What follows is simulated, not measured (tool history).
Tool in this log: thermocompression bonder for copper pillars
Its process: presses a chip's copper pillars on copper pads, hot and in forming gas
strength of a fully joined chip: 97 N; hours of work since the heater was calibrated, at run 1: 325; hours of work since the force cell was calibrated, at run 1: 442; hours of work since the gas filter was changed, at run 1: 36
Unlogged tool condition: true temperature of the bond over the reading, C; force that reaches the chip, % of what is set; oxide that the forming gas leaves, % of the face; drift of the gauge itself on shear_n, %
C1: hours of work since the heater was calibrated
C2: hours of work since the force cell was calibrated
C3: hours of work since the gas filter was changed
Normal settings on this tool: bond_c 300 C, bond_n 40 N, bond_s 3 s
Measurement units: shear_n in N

{"run": 1, "day": 0.0, "bond_c": 300, "bond_n": 40, "bond_s": 3, "C1": 325, "C2": 442, "C3": 36, "shear_n": 55.2}
{"run": 2, "day": 0.842, "bond_c": 300, "bond_n": 40, "bond_s": 3, "C1": 341, "C2": 458, "C3": 52, "shear_n": 54.5}
{"run": 3, "day": 2.083, "bond_c": 317, "bond_n": 40, "bond_s": 3, "C1": 365, "C2": 481, "C3": 76, "shear_n": 64}
{"run": 4, "day": 3.292, "bond_c": 317, "bond_n": 40, "bond_s": 3, "C1": 388, "C2": 504, "C3": 98, "shear_n": 64.3}
{"run": 5, "day": 5.254, "bond_c": 317, "bond_n": 40, "bond_s": 3, "C1": 425, "C2": 541, "C3": 136, "shear_n": 64.4}
{"day": 5.908, "done": "forming gas filter changed"}
{"run": 6, "day": 6.946, "bond_c": 300, "bond_n": 40, "bond_s": 3, "C1": 456, "C2": 573, "C3": 20, "shear_n": 55.6}
{"run": 7, "day": 8.108, "bond_c": 300, "bond_n": 40, "bond_s": 3, "C1": 478, "C2": 595, "C3": 42, "shear_n": 55}
{"run": 8, "day": 9.317, "bond_c": 300, "bond_n": 46, "bond_s": 3, "C1": 501, "C2": 618, "C3": 64, "shear_n": 61.6}
{"run": 9, "day": 10.729, "bond_c": 270, "bond_n": 46, "bond_s": 3, "C1": 528, "C2": 644, "C3": 91, "shear_n": 43.7}
{"run": 10, "day": 11.875, "bond_c": 300, "bond_n": 40, "bond_s": 3, "C1": 550, "C2": 666, "C3": 113, "shear_n": 54.6}
{"run": 11, "day": 13.2, "bond_c": 300, "bond_n": 40, "bond_s": 3, "C1": 575, "C2": 691, "C3": 138, "shear_n": 55}
{"day": 13.638, "done": "forming gas filter changed"}
{"run": 12, "day": 15.188, "bond_c": 300, "bond_n": 40, "bond_s": 3, "C1": 612, "C2": 728, "C3": 29, "shear_n": 54.5}
{"run": 13, "day": 16.875, "bond_c": 300, "bond_n": 31, "bond_s": 3, "C1": 644, "C2": 760, "C3": 61, "shear_n": 43.7}
{"day": 17.317, "done": "force cell calibrated"}
{"run": 14, "day": 18.2, "bond_c": 300, "bond_n": 31, "bond_s": 3, "C1": 668, "C2": 17, "C3": 85, "shear_n": 43.5}
{"run": 15, "day": 19.588, "bond_c": 300, "bond_n": 31, "bond_s": 3, "C1": 694, "C2": 43, "C3": 111, "shear_n": 43.5}
{"run": 16, "day": 20.438, "bond_c": 327, "bond_n": 31, "bond_s": 7, "C1": 710, "C2": 59, "C3": 128, "shear_n": 72.2}
{"day": 21.475, "done": "forming gas filter changed"}
{"run": 17, "day": 21.808, "bond_c": 326, "bond_n": 26, "bond_s": 5, "C1": 736, "C2": 85, "C3": 6, "shear_n": 58.7}
{"run": 18, "day": 23.438, "bond_c": 326, "bond_n": 26, "bond_s": 5, "C1": 766, "C2": 115, "C3": 37, "shear_n": 58}
{"run": 19, "day": 24.3, "bond_c": 312, "bond_n": 25, "bond_s": 5, "C1": 783, "C2": 132, "C3": 54, "shear_n": 48.6}
{"run": 20, "day": 26.096, "bond_c": 298, "bond_n": 35, "bond_s": 4, "C1": 817, "C2": 166, "C3": 88, "shear_n": 52.4}
{"run": 21, "day": 26.946, "bond_c": 275, "bond_n": 44, "bond_s": 4, "C1": 833, "C2": 182, "C3": 104, "shear_n": 49.2}

3 ways to go on from here, each from the tool as it stands after run 21. What would each give?
{"run": "A", "day": 28.5, "bond_c": 317, "bond_n": 35, "bond_s": 7, "C1": 862, "C2": 211, "C3": 133, "shear_n": "?"}
{"run": "B", "day": 28.5, "bond_c": 318, "bond_n": 28, "bond_s": 9, "C1": 862, "C2": 211, "C3": 133, "shear_n": "?"}
{"run": "C", "day": 28.5, "bond_c": 311, "bond_n": 26, "bond_s": 6, "C1": 862, "C2": 211, "C3": 133, "shear_n": "?"}

run=A shear_n=72.3
run=B shear_n=66.7
run=C shear_n=53.2
The same runs, with their run-to-run variation unchanged, on a tool lacking any hidden condition would have given:
run=A shear_n=72.4
run=B shear_n=66.8
run=C shear_n=53.2
